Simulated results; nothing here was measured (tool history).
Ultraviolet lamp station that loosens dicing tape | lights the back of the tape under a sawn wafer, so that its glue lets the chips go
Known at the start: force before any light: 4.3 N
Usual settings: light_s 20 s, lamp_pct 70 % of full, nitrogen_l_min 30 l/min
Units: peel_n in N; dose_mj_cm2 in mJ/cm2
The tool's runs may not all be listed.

run   hour  light_s  lamp_pct  nitrogen_l_min  peel_n  dose_mj_cm2
  1      0       20        70              30   0.625          153
  2   19.2       20        70              30   0.624          151
  3   40.9       20        70              30   0.673          148
  4   66.1       20        70              30   0.627          150
  5   88.7       20        70              30   0.658          147
  6  106.2       20        74              30   0.584          156
  7  127.1       20        70              30   0.681          149
  8  155.2       20        70              30   0.664          150
  9  197.6       20        70              30   0.721          144
 10  227.2       20        66              30   0.791          137
 11  248.5       34        70              30   0.241          242
 12  267.3       34        70              30   0.231          241
 13    289       34        70              30   0.238          245
     317.6  -- lamp changed
 14  326.6       24        96              30   0.163          292
 15    357       24        96              30   0.172          291
       361  -- window cleaned of glue's vapour
 16  375.7       34        99              45   0.085          396
 17  405.3       20        71              44   0.408          165
 18  426.8       20        71              44   0.407          164
 19  461.2       20        66              10   1.084          152
 20  495.4       20        83              10   0.857          193
 21  532.4       20        92              10   0.716          211
     553.7  -- window cleaned of glue's vapour, once more
 22  564.7       20        92              10    0.54          250
 23  606.4       11        71              32   1.085          103

5 ways to go on from here, each from the tool as it stands after run 23. What would each give?
  A  640.7       19        71              10       ?            ?
  B  640.7       20        70              49       ?            ?
  C  640.7       16        70              16       ?            ?
  D  640.7       12        87               9       ?            ?
  E  640.7       34        70              30       ?            ?

run  peel_n  dose_mj_cm2
  A   0.931          180
  B     0.3          186
  C    0.93          146
  D    1.36          139
  E   0.142          316
Without the tool's hidden state the same runs would have given:
run  peel_n  dose_mj_cm2
  A   0.863          189
  B   0.269          196
  C   0.863          154
  D   1.283          146
  E    0.13          332
